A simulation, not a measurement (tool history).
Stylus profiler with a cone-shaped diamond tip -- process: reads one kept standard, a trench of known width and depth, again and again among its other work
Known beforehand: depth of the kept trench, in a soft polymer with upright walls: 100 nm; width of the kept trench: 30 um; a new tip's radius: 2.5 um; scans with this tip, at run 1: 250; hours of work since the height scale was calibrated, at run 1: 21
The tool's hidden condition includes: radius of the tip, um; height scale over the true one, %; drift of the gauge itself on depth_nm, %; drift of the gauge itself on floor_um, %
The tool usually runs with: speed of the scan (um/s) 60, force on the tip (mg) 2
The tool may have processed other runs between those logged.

run     day  speed of the scan (um/s)  force on the tip (mg)  scans with this tip  hours of work since the height scale was calibrated  depth of the trench (Å)  width of the trench's floor (nm)
  1       0                        60                      2                  250                                                   21                  1006.45                             28470
  2   1.088                        60                      2                  415                                                   35                  1006.58                             28350
  3   3.079                        60                   0.95                  715                                                   61                  1003.49                             28290
  4   5.212                        60                   0.95                 1037                                                   88                  1003.66                             28300
  5   7.242                        60                   5.21                 1344                                                  114                  1012.45                             28400
  6   8.575                        60                   5.21                 1545                                                  131                  1012.54                             28460
  7  10.429                        60                      2                 1825                                                  155                  1006.39                             28420
  8  12.212                        60                   4.43                 2094                                                  177                  1010.96                             28420
  9  14.083                        60                   4.43                 2376                                                  201                  1011.21                             28360
 10  15.842                        60                   4.43                 2642                                                  224                  1011.07                             28350
 11  17.712                        60                   4.43                 2924                                                  248                  1011.04                             28400
 12  18.908                       136                      2                 3105                                                  263                  1006.18                             28130
 13  20.812                       136                      2                 3393                                                  288                  1006.12                             28030
 14   21.95                        31                      2                 3564                                                  302                  1006.02                             28440
 15  23.796                        24                      2                 3842                                                  326                  1006.01                             28460
 16  26.017                        24                   3.86                 4178                                                  354                  1009.84                             28460
 17  28.004                        24                   0.75                 4478                                                  380                  1002.62                             28310
 18  30.208                        24                   0.75                 4811                                                  408                  1002.45                             28360
 19  31.296                        78                   1.06                 4975                                                  422                  1003.53                             28120
 20  33.108                        86                      2                 5249                                                  445                   1005.9                             28220
 21  34.129                       183                   2.97                 5403                                                  458                  1008.04                             28000
 22  36.346                        67                   2.58                 5737                                                  486                  1006.99                             28260
 23  38.171                        96                   5.26                 6013                                                  510                  1012.09                             28270
 24  39.654                        96                   5.26                 6237                                                  529                  1011.98                             28260
 25  41.629                        96                   5.26                 6535                                                  554                  1011.93                             28250
 26  42.629                        53                   5.26                 6686                                                  567                  1012.05                             28300
 27  44.321                        77                   0.69                 6941                                                  588                  1001.98                             28070
 28  45.467                       229                   4.56                 7114                                                  603                  1010.71                             27990
 29  47.704                       110                    0.7                 7452                                                  632                  1002.13                             27830
 30  49.704                       110                    0.7                 7754                                                  657                  1002.12                             27850
 31  51.338                        30                   4.23                 8001                                                  678                  1009.97                             28350
 32  52.554                        62                      2                 8184                                                  694                  1005.43                             28260

4 options for the next run, each taken on its own from the tool as it stands now. Forecast them:
  A  54.817                        20                   1.86                 8526                                                  723                        ?                                 ?
  B  54.817                        20                   1.22                 8526                                                  723                        ?                                 ?
  C  54.817                        27                      2                 8526                                                  723                        ?                                 ?
  D  54.817                        77                   1.27                 8526                                                  723                        ?                                 ?

run  depth of the trench (Å)  width of the trench's floor (nm)
  A                  1005.08                             28310
  B                  1003.59                             28360
  C                  1005.52                             28310
  D                   1003.6                             28100
Had the tool no hidden state, the same runs would have come out as:
run  depth of the trench (Å)  width of the trench's floor (nm)
  A                  1006.58                             28530
  B                  1005.08                             28580
  C                  1007.01                             28530
  D                  1005.09                             28320
